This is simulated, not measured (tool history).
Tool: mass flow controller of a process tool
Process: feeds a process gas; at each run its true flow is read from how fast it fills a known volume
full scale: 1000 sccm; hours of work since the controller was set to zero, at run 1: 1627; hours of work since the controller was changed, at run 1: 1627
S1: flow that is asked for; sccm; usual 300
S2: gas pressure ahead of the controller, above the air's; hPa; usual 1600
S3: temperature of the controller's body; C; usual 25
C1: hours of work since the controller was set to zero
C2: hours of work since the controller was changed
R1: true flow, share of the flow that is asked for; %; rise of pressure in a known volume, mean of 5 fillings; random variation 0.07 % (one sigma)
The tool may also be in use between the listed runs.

run,hour,S1,S2,S3,C1,C2,R1
1,0.0,300,1600,25,1627,1627,98.23
2,134.1,300,1600,25,1719,1719,98.00
3,254.6,300,1600,38,1802,1802,99.67
4,362.2,300,1600,25,1876,1876,98.05
5,500.8,300,1600,25,1972,1972,98.17
6,602.1,300,1600,25,2042,2042,98.16
7,750.4,300,1600,25,2144,2144,98.12
8,850.1,300,1600,25,2213,2213,98.13
9,936.8,300,1600,36,2272,2272,99.54
10,1013.5,300,1600,25,2325,2325,98.15
11,1163.7,300,1600,25,2429,2429,98.20
12,1284.9,300,1600,25,2512,2512,98.11
13,1386.0,300,1600,25,2582,2582,98.14
14,1510.1,300,1600,25,2668,2668,98.25
15,1605.1,300,1600,25,2733,2733,98.08
16,1728.5,300,1600,25,2818,2818,98.03
17,1848.5,300,1600,37,2901,2901,99.60
18,1927.1,204,1600,37,2955,2955,99.10
19,2004.7,893,2600,25,3009,3009,99.58
20,2118.1,207,2330,20,3087,3087,97.01
21,2273.3,103,1530,21,3194,3194,97.11
22,2414.2,793,1500,28,3291,3291,99.94
23,2485.9,987,1620,29,3340,3340,100.48
24,2562.8,987,1620,29,3393,3393,100.55
25,2704.3,535,1700,32,3491,3491,99.57
26,2777.1,300,2470,39,3541,3541,99.48
27,2870.0,300,2490,30,3605,3605,98.40
28,2978.5,300,2490,30,3680,3680,98.50
29,3120.1,300,2490,30,3778,3778,98.55

Run 30 comes next. What will it give?
30,3218.1,578,1470,40,3845,3845,?

{"run 30": {"R1": 100.83}}
Without the tool's hidden state the same run would have given R1 100.85 %.

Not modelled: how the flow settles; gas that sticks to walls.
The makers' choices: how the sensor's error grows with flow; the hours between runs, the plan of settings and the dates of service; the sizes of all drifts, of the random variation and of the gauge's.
